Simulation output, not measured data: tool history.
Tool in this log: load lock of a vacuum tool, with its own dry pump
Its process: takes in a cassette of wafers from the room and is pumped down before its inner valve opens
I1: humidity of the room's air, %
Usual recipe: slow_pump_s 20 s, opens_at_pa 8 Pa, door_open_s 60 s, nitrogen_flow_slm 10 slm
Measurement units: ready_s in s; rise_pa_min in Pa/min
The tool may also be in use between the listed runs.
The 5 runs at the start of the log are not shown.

{"run": 6, "day": 16.888, "slow_pump_s": 20, "opens_at_pa": 8, "door_open_s": 56, "nitrogen_flow_slm": 10, "I1": 44.5, "ready_s": 38.4, "rise_pa_min": 0.065}
{"run": 7, "day": 19.242, "slow_pump_s": 20, "opens_at_pa": 8, "door_open_s": 56, "nitrogen_flow_slm": 10, "I1": 39.6, "ready_s": 38.4, "rise_pa_min": 0.064}
{"run": 8, "day": 21.421, "slow_pump_s": 20, "opens_at_pa": 8, "door_open_s": 56, "nitrogen_flow_slm": 10, "I1": 48.3, "ready_s": 38.9, "rise_pa_min": 0.079}
{"run": 9, "day": 24.029, "slow_pump_s": 20, "opens_at_pa": 8, "door_open_s": 56, "nitrogen_flow_slm": 10, "I1": 41.3, "ready_s": 39, "rise_pa_min": 0.065}
{"run": 10, "day": 25.954, "slow_pump_s": 20, "opens_at_pa": 8, "door_open_s": 56, "nitrogen_flow_slm": 10, "I1": 44.3, "ready_s": 38.7, "rise_pa_min": 0.071}
{"run": 11, "day": 29.321, "slow_pump_s": 20, "opens_at_pa": 8, "door_open_s": 56, "nitrogen_flow_slm": 10, "I1": 45.5, "ready_s": 38.2, "rise_pa_min": 0.075}
{"run": 12, "day": 32.9, "slow_pump_s": 20, "opens_at_pa": 8, "door_open_s": 60, "nitrogen_flow_slm": 10, "I1": 46.1, "ready_s": 38.5, "rise_pa_min": 0.083}
{"run": 13, "day": 37.304, "slow_pump_s": 20, "opens_at_pa": 8, "door_open_s": 60, "nitrogen_flow_slm": 10, "I1": 42.4, "ready_s": 37.8, "rise_pa_min": 0.069}
{"run": 14, "day": 39.183, "slow_pump_s": 20, "opens_at_pa": 8, "door_open_s": 60, "nitrogen_flow_slm": 10, "I1": 46.3, "ready_s": 38.3, "rise_pa_min": 0.079}
{"run": 15, "day": 41.608, "slow_pump_s": 20, "opens_at_pa": 8, "door_open_s": 60, "nitrogen_flow_slm": 41, "I1": 44.2, "ready_s": 38.6, "rise_pa_min": 0.039}
{"run": 16, "day": 44.133, "slow_pump_s": 20, "opens_at_pa": 13, "door_open_s": 60, "nitrogen_flow_slm": 10, "I1": 47.7, "ready_s": 37.2, "rise_pa_min": 0.082}
{"run": 17, "day": 47.279, "slow_pump_s": 20, "opens_at_pa": 8, "door_open_s": 60, "nitrogen_flow_slm": 10, "I1": 48.5, "ready_s": 37.4, "rise_pa_min": 0.082}
{"run": 18, "day": 51.025, "slow_pump_s": 20, "opens_at_pa": 8, "door_open_s": 60, "nitrogen_flow_slm": 10, "I1": 46.5, "ready_s": 38.5, "rise_pa_min": 0.081}
{"run": 19, "day": 54.617, "slow_pump_s": 35, "opens_at_pa": 13, "door_open_s": 73, "nitrogen_flow_slm": 5, "I1": 45.1, "ready_s": 49.6, "rise_pa_min": 0.1}
{"run": 20, "day": 58.725, "slow_pump_s": 20, "opens_at_pa": 10, "door_open_s": 136, "nitrogen_flow_slm": 36, "I1": 39.8, "ready_s": 37.7, "rise_pa_min": 0.069}
{"run": 21, "day": 63.071, "slow_pump_s": 17, "opens_at_pa": 10, "door_open_s": 75, "nitrogen_flow_slm": 27, "I1": 45.9, "ready_s": 35.4, "rise_pa_min": 0.064}
{"run": 22, "day": 67.267, "slow_pump_s": 37, "opens_at_pa": 13, "door_open_s": 201, "nitrogen_flow_slm": 6, "I1": 43.1, "ready_s": 50.8, "rise_pa_min": 0.197}
{"run": 23, "day": 70.567, "slow_pump_s": 37, "opens_at_pa": 13, "door_open_s": 201, "nitrogen_flow_slm": 6, "I1": 44.8, "ready_s": 51, "rise_pa_min": 0.205}
{"run": 24, "day": 74.471, "slow_pump_s": 21, "opens_at_pa": 13, "door_open_s": 72, "nitrogen_flow_slm": 6, "I1": 44.3, "ready_s": 37.1, "rise_pa_min": 0.091}
{"run": 25, "day": 79.038, "slow_pump_s": 21, "opens_at_pa": 13, "door_open_s": 72, "nitrogen_flow_slm": 6, "I1": 49.2, "ready_s": 37.9, "rise_pa_min": 0.108}
{"run": 26, "day": 82.846, "slow_pump_s": 21, "opens_at_pa": 13, "door_open_s": 72, "nitrogen_flow_slm": 6, "I1": 44.6, "ready_s": 37.3, "rise_pa_min": 0.102}
{"run": 27, "day": 86.525, "slow_pump_s": 39, "opens_at_pa": 8, "door_open_s": 60, "nitrogen_flow_slm": 10, "I1": 43.1, "ready_s": 53.2, "rise_pa_min": 0.07}
{"run": 28, "day": 89.696, "slow_pump_s": 20, "opens_at_pa": 8, "door_open_s": 83, "nitrogen_flow_slm": 12, "I1": 44.2, "ready_s": 38, "rise_pa_min": 0.089}
{"run": 29, "day": 93.396, "slow_pump_s": 29, "opens_at_pa": 10, "door_open_s": 82, "nitrogen_flow_slm": 17, "I1": 42.5, "ready_s": 44.7, "rise_pa_min": 0.072}
{"run": 30, "day": 97.562, "slow_pump_s": 20, "opens_at_pa": 10, "door_open_s": 60, "nitrogen_flow_slm": 10, "I1": 46.4, "ready_s": 38.1, "rise_pa_min": 0.077}

The next listed run, before its measurement:
{"run": 31, "day": 101.792, "slow_pump_s": 17, "opens_at_pa": 10, "door_open_s": 60, "nitrogen_flow_slm": 10, "I1": 46.2, "ready_s": "?", "rise_pa_min": "?"}

ready_s: 35.5 s
rise_pa_min: 0.075 Pa/min
On a tool with no hidden condition, and with the same random variation, this run would have come out at ready_s 35.5 s, rise_pa_min 0.074 Pa/min.
